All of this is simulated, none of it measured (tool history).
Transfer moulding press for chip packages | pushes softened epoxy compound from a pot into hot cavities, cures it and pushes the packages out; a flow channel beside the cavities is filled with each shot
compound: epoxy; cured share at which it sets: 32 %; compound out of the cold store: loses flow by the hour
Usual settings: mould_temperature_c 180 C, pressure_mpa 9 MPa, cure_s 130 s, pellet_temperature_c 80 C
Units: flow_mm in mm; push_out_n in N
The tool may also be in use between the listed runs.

| run | hour | mould_temperature_c | pressure_mpa | cure_s | pellet_temperature_c | incoming compound's hours out of the cold store | flow_mm | push_out_n |
|---|---|---|---|---|---|---|---|---|
| 1 | 0 | 180 | 9 | 130 | 80 | 9.7 | 888 | 519 |
| 2 | 6.6 | 180 | 9 | 130 | 80 | 22.2 | 864 | 548 |
| 3 | 14.6 | 180 | 9 | 130 | 80 | 32.8 | 827 | 539 |
| 4 | 24.9 | 180 | 9 | 130 | 80 | 8.7 | 895 | 564 |
| 5 | 30.2 | 180 | 9 | 130 | 80 | 42.6 | 801 | 549 |
|  | 35.2 | plunger's sealing rings changed |
| 6 | 43.4 | 180 | 9 | 130 | 80 | 27.9 | 890 | 570 |
|  | 45.8 | cavities cleaned with cleaning compound and waxed |
| 7 | 54.8 | 184 | 9 | 130 | 80 | 38.7 | 852 | 628 |
| 8 | 63.1 | 180 | 9 | 131 | 80 | 11.5 | 938 | 645 |
| 9 | 70.8 | 180 | 9 | 131 | 80 | 25.3 | 904 | 619 |

Forecast run 10:
| 10 | 78 | 180 | 8.46 | 130 | 80 | 43.1 | ? | ? |

Run 10 gave flow_mm 832 mm, push_out_n 664 N.
Without the tool's hidden state the same run would have given flow_mm 837 mm, push_out_n 389 N.
